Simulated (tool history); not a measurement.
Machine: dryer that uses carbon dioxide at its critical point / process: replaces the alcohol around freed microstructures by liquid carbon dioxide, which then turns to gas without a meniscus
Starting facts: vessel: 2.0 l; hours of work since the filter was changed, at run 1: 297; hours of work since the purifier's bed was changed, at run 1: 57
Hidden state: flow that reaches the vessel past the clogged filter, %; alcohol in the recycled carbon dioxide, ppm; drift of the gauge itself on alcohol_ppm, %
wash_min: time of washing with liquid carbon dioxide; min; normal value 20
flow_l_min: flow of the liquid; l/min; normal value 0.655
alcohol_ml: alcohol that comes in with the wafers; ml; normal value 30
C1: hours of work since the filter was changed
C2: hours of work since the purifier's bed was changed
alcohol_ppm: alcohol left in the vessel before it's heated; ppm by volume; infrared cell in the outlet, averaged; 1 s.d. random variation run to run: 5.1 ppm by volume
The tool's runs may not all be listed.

Run 1, day 0.000: usual settings; C1 297; C2 57. Result: alcohol_ppm 127 ppm by volume.
Run 2, day 0.912: usual settings; C1 312; C2 71. Result: alcohol_ppm 135 ppm by volume.
Run 3, day 2.379: usual settings but wash_min 17 min; C1 334; C2 94. Result: alcohol_ppm 275 ppm by volume.
Run 4, day 3.108: usual settings but wash_min 17 min; C1 346; C2 105. Result: alcohol_ppm 284 ppm by volume.
Run 5, day 4.433: usual settings but wash_min 17 min; C1 366; C2 126. Result: alcohol_ppm 295 ppm by volume.
Run 6, day 5.850: usual settings; C1 388; C2 148. Result: alcohol_ppm 160 ppm by volume.
At day 6.329: inlet filter changed.
Run 7, day 6.562: usual settings; C1 4; C2 158. Result: alcohol_ppm 68 ppm by volume.
Run 8, day 7.992: usual settings but wash_min 28 min, flow_l_min 0.873 l/min; C1 26; C2 180. Result: alcohol_ppm 10 ppm by volume.
Run 9, day 9.033: usual settings but flow_l_min 0.873 l/min; C1 42; C2 197. Result: alcohol_ppm 22 ppm by volume.
Run 10, day 9.708: usual settings but wash_min 16 min, flow_l_min 0.784 l/min, alcohol_ml 24 ml; C1 52; C2 207. Result: alcohol_ppm 96 ppm by volume.
Run 11, day 10.646: usual settings but wash_min 13 min, flow_l_min 0.784 l/min, alcohol_ml 71 ml; C1 67; C2 222. Result: alcohol_ppm 632 ppm by volume.

4 ways to go on from here, each from the tool as it stands after run 11. What would each give?
Run A, day 11.379: usual settings but flow_l_min 0.784 l/min, alcohol_ml 71 ml; C1 78; C2 233. Result: alcohol_ppm ?.
Run B, day 11.379: usual settings but wash_min 13 min, flow_l_min 0.914 l/min, alcohol_ml 71 ml; C1 78; C2 233. Result: alcohol_ppm ?.
Run C, day 11.379: usual settings but wash_min 17 min, flow_l_min 0.411 l/min, alcohol_ml 105 ml; C1 78; C2 233. Result: alcohol_ppm ?.
Run D, day 11.379: usual settings but wash_min 13 min, flow_l_min 0.784 l/min, alcohol_ml 29 ml; C1 78; C2 233. Result: alcohol_ppm ?.

run  alcohol_ppm
  A           81
  B          334
  C         3161
  D          272
Without the tool's hidden state the same runs would have given:
run  alcohol_ppm
  A           58
  B          279
  C         2879
  D          231

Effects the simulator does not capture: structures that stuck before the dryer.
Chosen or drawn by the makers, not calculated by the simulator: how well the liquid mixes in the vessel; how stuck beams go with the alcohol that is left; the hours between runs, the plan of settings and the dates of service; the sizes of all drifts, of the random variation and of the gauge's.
